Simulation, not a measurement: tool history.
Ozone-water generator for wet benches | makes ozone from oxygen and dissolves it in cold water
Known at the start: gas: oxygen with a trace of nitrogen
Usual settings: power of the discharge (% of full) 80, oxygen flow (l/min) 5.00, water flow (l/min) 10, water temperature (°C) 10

run   hour  power of the discharge (% of full)  oxygen flow (l/min)  water flow (l/min)  water temperature (°C)  dissolved ozone (ppm)  ozone in the gas ahead of the water (g/m3)
  1    0.0                                  80                 5.00                  10                      10                   39.4                                       219.1
  2   52.9                                  80                 5.00                  10                      10                   39.6                                       218.0
  3   95.0                                  80                 5.00                  15                      10                   28.7                                       218.4
  4  155.9                                  80                 5.00                  15                      10                   28.6                                       219.0
  5  193.3                                  80                 5.00                  10                       7                   41.4                                       217.9
  6  254.2                                  80                 5.00                  10                      10                   39.5                                       220.6
  7  298.0                                  80                 4.90                  10                      10                   39.3                                       223.0
  8  351.6                                  80                 4.90                  10                      10                   39.6                                       219.8
  9  383.4                                  80                 6.21                  10                      13                   35.3                                       187.2
 10  450.1                                  80                 6.21                  10                      13                   35.0                                       188.5
 11  515.4                                  42                 5.00                  10                      10                   22.6                                       126.0
 12  580.7                                  42                 5.00                  10                      10                   22.5                                       125.8
 13  641.3                                  42                 5.00                  10                      10                   22.7                                       124.5
 14  710.0                                  42                 5.00                  10                      10                   22.5                                       126.3
 15  742.7                                  78                 2.55                  10                       7                   44.0                                       340.3

4 ways to go on from here, each from the tool as it stands after run 15. What would each give?
  A  774.6                                  80                 8.30                  10                      10                      ?                                           ?
  B  774.6                                  80                 6.17                   9                      10                      ?                                           ?
  C  774.6                                  50                 6.41                   6                      10                      ?                                           ?
  D  774.6                                  86                 2.55                   8                      16                      ?                                           ?

run  dissolved ozone (ppm)  ozone in the gas ahead of the water (g/m3)
  A                   33.9                                       151.9
  B                   39.8                                       188.0
  C                   32.4                                       124.1
  D                   50.6                                       366.7
Without the tool's hidden state the same runs would have given:
run  dissolved ozone (ppm)  ozone in the gas ahead of the water (g/m3)
  A                   36.1                                       154.9
  B                   42.3                                       191.7
  C                   33.9                                       125.6
  D                   53.7                                       374.4
